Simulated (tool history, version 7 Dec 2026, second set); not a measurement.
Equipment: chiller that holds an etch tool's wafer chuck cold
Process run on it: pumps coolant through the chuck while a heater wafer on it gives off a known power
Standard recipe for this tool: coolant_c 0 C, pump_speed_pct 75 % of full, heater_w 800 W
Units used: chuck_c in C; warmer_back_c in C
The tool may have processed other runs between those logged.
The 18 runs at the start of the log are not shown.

| run | hour | coolant_c | pump_speed_pct | heater_w | chuck_c | warmer_back_c |
|---|---|---|---|---|---|---|
| 19 | 791.7 | -2 | 61 | 472 | 6.7 | 3.08 |
| 20 | 854.2 | -2 | 61 | 472 | 6.7 | 3.06 |
| 21 | 902.5 | -7 | 75 | 996 | 8.5 | 5.13 |
| 22 | 953.0 | -7 | 75 | 996 | 8.4 | 5.10 |
| 23 | 1012.3 | -6 | 93 | 996 | 6.7 | 4.01 |
| 24 | 1050.9 | -6 | 93 | 996 | 6.9 | 3.98 |
| 25 | 1090.3 | -6 | 93 | 996 | 6.9 | 4.02 |
| 26 | 1122.1 | -6 | 93 | 996 | 7.1 | 4.08 |
| 27 | 1184.7 | 0 | 82 | 800 | 11.6 | 3.69 |
| 28 | 1222.8 | -4 | 75 | 800 | 8.5 | 4.11 |
| 29 | 1260.6 | 0 | 100 | 644 | 7.9 | 2.40 |
| 30 | 1322.4 | 0 | 100 | 644 | 8.0 | 2.42 |
| 31 | 1362.7 | 0 | 100 | 644 | 7.9 | 2.48 |

Forecast each of these 5 alternatives for the next run:
| A | 1421.0 | 0 | 75 | 943 | ? | ? |
| B | 1421.0 | 3 | 67 | 1007 | ? | ? |
| C | 1421.0 | 0 | 100 | 569 | ? | ? |
| D | 1421.0 | 0 | 85 | 593 | ? | ? |
| E | 1421.0 | -4 | 75 | 800 | ? | ? |

| run | chuck_c | warmer_back_c |
|---|---|---|
| A | 14.8 | 4.86 |
| B | 20.6 | 5.89 |
| C | 7.2 | 2.13 |
| D | 8.7 | 2.62 |
| E | 8.5 | 4.09 |
Without the tool's unlogged condition, the same runs would have read:
| run | chuck_c | warmer_back_c |
|---|---|---|
| A | 12.9 | 4.70 |
| B | 18.3 | 5.69 |
| C | 6.2 | 2.06 |
| D | 7.6 | 2.53 |
| E | 6.9 | 3.95 |
